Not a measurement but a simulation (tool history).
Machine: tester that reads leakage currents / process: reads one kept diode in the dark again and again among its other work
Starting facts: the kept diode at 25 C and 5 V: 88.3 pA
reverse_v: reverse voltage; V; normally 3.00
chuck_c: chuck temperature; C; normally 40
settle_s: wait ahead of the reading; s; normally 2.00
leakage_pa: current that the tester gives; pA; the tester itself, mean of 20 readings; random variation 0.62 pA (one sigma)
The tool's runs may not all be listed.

run    hour  reverse_v  chuck_c  settle_s  leakage_pa
  1     0.0       3.00       40      2.00      208.99
  2   154.4       3.00       40      2.00      211.68
  3   331.0       3.00       40      2.00      212.51
  4   479.3       3.00       40      2.00      213.18
  5   585.5       3.00       40      2.00      215.66
  6   767.2       3.00       40      2.00      217.36
  7   912.6       3.00       40      2.00      218.62
  8  1072.1       3.00       40      2.00      220.48
  9  1218.5       3.00       40      2.00      221.92
 10  1336.4       3.00       40      2.00      223.46
 11  1482.2       3.00       40      2.00      225.56
 12  1673.2       3.00       40      1.37      228.57
 13  1794.6       3.00       40      1.37      232.03
     1923.8  -- chuck's temperature calibrated
 14  1994.3       1.56       44      3.73      206.96
 15  2142.5      10.87       32      9.29      213.55
 16  2255.6      10.87       32      9.29      214.65
 17  2423.6      10.87       32      9.29      217.50
 18  2538.0       3.00       24      2.88       73.09
 19  2636.8       3.00       24      9.24       73.02

3 ways to go on from here, each from the tool as it stands after run 19. What would each give?
  A  2771.8       2.06       24      2.63           ?
  B  2771.8       3.00       23      2.00           ?
  C  2771.8       3.00       40      3.32           ?

run  leakage_pa
  A       62.57
  B       68.92
  C      218.22
With no hidden state in the tool, these same runs would have given:
run  leakage_pa
  A       57.38
  B       62.35
  C      205.91
